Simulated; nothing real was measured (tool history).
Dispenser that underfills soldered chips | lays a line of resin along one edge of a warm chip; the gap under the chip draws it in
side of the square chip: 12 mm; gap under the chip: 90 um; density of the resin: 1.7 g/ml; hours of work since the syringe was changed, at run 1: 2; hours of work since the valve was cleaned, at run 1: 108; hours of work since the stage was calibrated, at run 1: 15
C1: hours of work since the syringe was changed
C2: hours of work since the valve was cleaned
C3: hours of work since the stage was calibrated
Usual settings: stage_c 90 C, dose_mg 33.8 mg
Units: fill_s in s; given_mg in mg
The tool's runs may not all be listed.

Run 1, hour 0: usual settings; C1 2; C2 108; C3 15. Result: fill_s 119.9 s, given_mg 32.09 mg.
Run 2, hour 5.8: usual settings; C1 7; C2 112; C3 20. Result: fill_s 163.5 s, given_mg 31.82 mg.
At hour 7.7: new syringe of resin.
Run 3, hour 9.2: usual settings but dose_mg 41.5 mg; C1 1; C2 115; C3 22. Result: fill_s 108.5 s, given_mg 38.9 mg.
Run 4, hour 12.1: usual settings but dose_mg 41.5 mg; C1 3; C2 117; C3 24. Result: fill_s 124.9 s, given_mg 38.95 mg.
Run 5, hour 17.4: usual settings but dose_mg 41.5 mg; C1 8; C2 121; C3 29. Result: fill_s 163.8 s, given_mg 38.98 mg.
At hour 18: new syringe of resin.
Run 6, hour 22.4: usual settings but dose_mg 41.5 mg; C1 3; C2 125; C3 32. Result: fill_s 129.6 s, given_mg 38.73 mg.
Run 7, hour 26.3: usual settings but dose_mg 29.7 mg; C1 7; C2 128; C3 35. Result: fill_s 165.9 s, given_mg 27.57 mg.
At hour 28.4: new syringe of resin.
Run 8, hour 31.5: usual settings but dose_mg 29.7 mg; C1 2; C2 132; C3 39. Result: fill_s 125.7 s, given_mg 27.68 mg.
At hour 33.3: dispensing valve cleaned and set on the balance.
Run 9, hour 36.8: usual settings but dose_mg 29.7 mg; C1 6; C2 3; C3 43. Result: fill_s 155.1 s, given_mg 29.47 mg.
At hour 39.7: new syringe of resin.
Run 10, hour 39.7: usual settings; C1 0; C2 5; C3 45. Result: fill_s 103.8 s, given_mg 33.74 mg.
Run 11, hour 43.8: usual settings; C1 3; C2 8; C3 48. Result: fill_s 127.2 s, given_mg 33.67 mg.
At hour 49.9: new syringe of resin.
Run 12, hour 50.1: usual settings; C1 0; C2 13; C3 53. Result: fill_s 104.5 s, given_mg 33.59 mg.
Run 13, hour 55.4: usual settings but stage_c 89 C, dose_mg 38.6 mg; C1 4; C2 17; C3 57. Result: fill_s 137.7 s, given_mg 38.19 mg.
Run 14, hour 59.1: usual settings but stage_c 94 C, dose_mg 38.7 mg; C1 7; C2 20; C3 60. Result: fill_s 145.5 s, given_mg 38.48 mg.
At hour 60.4: new syringe of resin.
Run 15, hour 62.6: usual settings but stage_c 94 C, dose_mg 38.7 mg; C1 2; C2 23; C3 63. Result: fill_s 102.8 s, given_mg 38.31 mg.
Run 16, hour 67.6: usual settings but stage_c 94 C, dose_mg 38.7 mg; C1 6; C2 27; C3 67. Result: fill_s 132.1 s, given_mg 37.87 mg.
At hour 70.8: new syringe of resin.
Run 17, hour 73.7: usual settings but stage_c 81 C, dose_mg 34.4 mg; C1 2; C2 31; C3 71. Result: fill_s 156.5 s, given_mg 33.86 mg.
Run 18, hour 77.7: usual settings but stage_c 81 C, dose_mg 34.4 mg; C1 6; C2 34; C3 74. Result: fill_s 188.4 s, given_mg 34.1 mg.
At hour 81.2: new syringe of resin.
Run 19, hour 84: usual settings but stage_c 76 C, dose_mg 34.5 mg; C1 2; C2 39; C3 79. Result: fill_s 176.6 s, given_mg 33.64 mg.
Run 20, hour 89.9: usual settings but stage_c 76 C, dose_mg 34.5 mg; C1 7; C2 44; C3 84. Result: fill_s 237.4 s, given_mg 33.68 mg.
At hour 91.7: new syringe of resin.
Run 21, hour 95.7: usual settings but stage_c 91 C, dose_mg 29.6 mg; C1 3; C2 48; C3 88. Result: fill_s 129.5 s, given_mg 28.69 mg.
Run 22, hour 101.5: usual settings but stage_c 84 C, dose_mg 38.6 mg; C1 8; C2 53; C3 93. Result: fill_s 198.9 s, given_mg 37.71 mg.
At hour 102.1: new syringe of resin.
Run 23, hour 108.1: usual settings but stage_c 76 C, dose_mg 29.4 mg; C1 5; C2 58; C3 98. Result: fill_s 214.3 s, given_mg 28.53 mg.

4 ways to go on from here, each from the tool as it stands after run 23. What would each give?
At hour 112.7: new syringe of resin.
Run A, hour 113.5: usual settings but stage_c 78 C, dose_mg 38.1 mg; C1 1; C2 62; C3 102. Result: fill_s ?, given_mg ?.
At hour 112.7: new syringe of resin.
Run B, hour 113.5: usual settings but stage_c 98 C, dose_mg 29.4 mg; C1 1; C2 62; C3 102. Result: fill_s ?, given_mg ?.
At hour 112.7: new syringe of resin.
Run C, hour 113.5: usual settings but stage_c 78 C, dose_mg 38 mg; C1 1; C2 62; C3 102. Result: fill_s ?, given_mg ?.
At hour 112.7: new syringe of resin.
Run D, hour 113.5: usual settings but stage_c 102 C, dose_mg 29.4 mg; C1 1; C2 62; C3 102. Result: fill_s ?, given_mg ?.

run  fill_s  given_mg
  A     149     36.62
  B    89.1      28.5
  C   148.7     36.67
  D    81.3     28.38
Without the tool's hidden state the same runs would have given:
run  fill_s  given_mg
  A   144.4     37.87
  B    85.6     29.48
  C     144     37.93
  D    78.1     29.35
